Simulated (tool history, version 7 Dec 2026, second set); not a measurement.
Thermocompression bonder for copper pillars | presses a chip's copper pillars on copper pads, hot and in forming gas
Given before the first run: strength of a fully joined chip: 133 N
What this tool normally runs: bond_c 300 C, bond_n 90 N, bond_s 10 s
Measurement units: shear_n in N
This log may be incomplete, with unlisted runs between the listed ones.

{"run": 1, "hour": 0.0, "bond_c": 300, "bond_n": 90, "bond_s": 10, "shear_n": 72.3}
{"run": 2, "hour": 11.0, "bond_c": 319, "bond_n": 90, "bond_s": 10, "shear_n": 82.5}
{"run": 3, "hour": 22.3, "bond_c": 319, "bond_n": 90, "bond_s": 10, "shear_n": 81.5}
{"run": 4, "hour": 36.0, "bond_c": 300, "bond_n": 90, "bond_s": 10, "shear_n": 70.8}
{"run": 5, "hour": 44.9, "bond_c": 300, "bond_n": 90, "bond_s": 10, "shear_n": 71.2}
{"run": 6, "hour": 62.1, "bond_c": 300, "bond_n": 90, "bond_s": 10, "shear_n": 69.6}
{"run": 7, "hour": 71.9, "bond_c": 300, "bond_n": 90, "bond_s": 10, "shear_n": 69.4}
{"run": 8, "hour": 83.1, "bond_c": 300, "bond_n": 61, "bond_s": 10, "shear_n": 53}
{"run": 9, "hour": 93.3, "bond_c": 300, "bond_n": 61, "bond_s": 10, "shear_n": 52.7}
{"run": 10, "hour": 110.4, "bond_c": 300, "bond_n": 61, "bond_s": 10, "shear_n": 52.6}
{"run": 11, "hour": 122.7, "bond_c": 300, "bond_n": 90, "bond_s": 21, "shear_n": 87.2}
{"run": 12, "hour": 138.1, "bond_c": 300, "bond_n": 90, "bond_s": 21, "shear_n": 88.8}
{"run": 13, "hour": 154.1, "bond_c": 300, "bond_n": 90, "bond_s": 21, "shear_n": 86.8}
{"run": 14, "hour": 162.9, "bond_c": 300, "bond_n": 90, "bond_s": 10, "shear_n": 70.3}
{"run": 15, "hour": 173.8, "bond_c": 294, "bond_n": 79, "bond_s": 11, "shear_n": 62.1}
{"hour": 177.1, "done": "heater calibrated with a thermocouple chip"}
{"run": 16, "hour": 185.5, "bond_c": 308, "bond_n": 72, "bond_s": 14, "shear_n": 72.9}
{"run": 17, "hour": 201.5, "bond_c": 300, "bond_n": 66, "bond_s": 6, "shear_n": 45.4}
{"run": 18, "hour": 212.9, "bond_c": 315, "bond_n": 78, "bond_s": 7, "shear_n": 64}
{"run": 19, "hour": 222.6, "bond_c": 321, "bond_n": 84, "bond_s": 10, "shear_n": 79.3}
{"run": 20, "hour": 236.5, "bond_c": 271, "bond_n": 84, "bond_s": 16, "shear_n": 59.5}
{"run": 21, "hour": 250.0, "bond_c": 271, "bond_n": 84, "bond_s": 16, "shear_n": 58.8}
{"run": 22, "hour": 262.8, "bond_c": 316, "bond_n": 90, "bond_s": 10, "shear_n": 79.1}
{"run": 23, "hour": 271.7, "bond_c": 311, "bond_n": 116, "bond_s": 25, "shear_n": 104.4}
{"hour": 281.2, "done": "heater calibrated with a thermocouple chip, once more"}
{"run": 24, "hour": 282.2, "bond_c": 290, "bond_n": 90, "bond_s": 5, "shear_n": 46.6}
{"run": 25, "hour": 298.8, "bond_c": 290, "bond_n": 90, "bond_s": 5, "shear_n": 46.9}
{"run": 26, "hour": 309.7, "bond_c": 290, "bond_n": 68, "bond_s": 16, "shear_n": 58.5}
{"run": 27, "hour": 318.9, "bond_c": 271, "bond_n": 110, "bond_s": 8, "shear_n": 53.9}
{"run": 28, "hour": 331.5, "bond_c": 300, "bond_n": 62, "bond_s": 17, "shear_n": 60.8}

Branching from run 28: 3 alternative next runs. What would each branch give?
{"run": "A", "hour": 345.1, "bond_c": 317, "bond_n": 90, "bond_s": 10, "shear_n": "?"}
{"run": "B", "hour": 345.1, "bond_c": 294, "bond_n": 62, "bond_s": 5, "shear_n": "?"}
{"run": "C", "hour": 345.1, "bond_c": 280, "bond_n": 62, "bond_s": 14, "shear_n": "?"}

run=A shear_n=76.6
run=B shear_n=36.3
run=C shear_n=46.8
Without the tool's unlogged condition, the same runs would have read:
run=A shear_n=82.4
run=B shear_n=39.1
run=C shear_n=50.4
